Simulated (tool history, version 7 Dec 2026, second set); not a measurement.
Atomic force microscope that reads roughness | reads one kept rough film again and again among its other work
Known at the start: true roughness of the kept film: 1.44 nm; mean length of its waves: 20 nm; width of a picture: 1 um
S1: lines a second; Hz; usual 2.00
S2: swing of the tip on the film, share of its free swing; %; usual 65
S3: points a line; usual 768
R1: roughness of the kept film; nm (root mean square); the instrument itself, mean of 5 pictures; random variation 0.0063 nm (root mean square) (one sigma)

| run | hour | S1 | S2 | S3 | R1 |
|---|---|---|---|---|---|
| 1 | 0.0 | 2.00 | 65 | 768 | 1.006 |
| 2 | 13.2 | 2.00 | 65 | 692 | 0.981 |
| 3 | 25.1 | 2.00 | 65 | 629 | 0.967 |
| 4 | 37.7 | 2.00 | 65 | 733 | 0.969 |
|  | 50.8 | new tip fitted |
| 5 | 50.8 | 0.81 | 65 | 733 | 1.254 |
| 6 | 64.7 | 2.00 | 65 | 768 | 1.188 |
| 7 | 79.6 | 2.00 | 65 | 768 | 1.168 |
| 8 | 92.0 | 0.56 | 65 | 768 | 1.207 |
|  | 93.9 | height scale calibrated on a step standard |
| 9 | 102.5 | 0.56 | 74 | 768 | 1.168 |
| 10 | 115.9 | 2.00 | 59 | 768 | 1.145 |
|  | 126.3 | height scale calibrated on a step standard, once more |
| 11 | 132.0 | 2.00 | 59 | 768 | 1.120 |
| 12 | 146.5 | 2.00 | 59 | 768 | 1.093 |
| 13 | 161.3 | 2.00 | 59 | 768 | 1.082 |
| 14 | 176.5 | 2.00 | 64 | 442 | 1.034 |
| 15 | 188.1 | 2.00 | 64 | 442 | 1.032 |
| 16 | 202.6 | 2.00 | 64 | 442 | 1.015 |
| 17 | 213.8 | 2.00 | 64 | 442 | 1.004 |
| 18 | 220.6 | 2.00 | 57 | 768 | 1.021 |
| 19 | 227.3 | 3.56 | 61 | 793 | 0.962 |
| 20 | 241.1 | 2.00 | 72 | 339 | 0.927 |
| 21 | 255.0 | 1.31 | 81 | 975 | 0.925 |
|  | 262.6 | new tip fitted |
| 22 | 268.5 | 1.48 | 65 | 644 | 1.212 |
| 23 | 278.4 | 1.96 | 78 | 756 | 1.115 |
| 24 | 293.1 | 2.00 | 72 | 692 | 1.114 |
| 25 | 299.8 | 2.00 | 72 | 692 | 1.105 |
| 26 | 311.5 | 2.00 | 65 | 765 | 1.124 |

Some steps in R1 between neighbouring runs. How much of each would the tool show without its hidden state too (settings, what came in, random variation), and how much is left for the hidden state, with any gauge scatter that isn't in both results?
The hidden state here: radius of the tip, nm; height scale over the true one, %; drift of the gauge itself on roughness_nm, %.
Run 4 -> 5: S1 2.00 -> 0.81, new tip fitted. R1 +0.285 nm (root mean square): hidden state +0.245, all else +0.040.
Run 21 -> 22: S1 1.31 -> 1.48, S2 81 -> 65, S3 975 -> 644, new tip fitted. R1 +0.287 nm (root mean square): hidden state +0.224, all else +0.063.

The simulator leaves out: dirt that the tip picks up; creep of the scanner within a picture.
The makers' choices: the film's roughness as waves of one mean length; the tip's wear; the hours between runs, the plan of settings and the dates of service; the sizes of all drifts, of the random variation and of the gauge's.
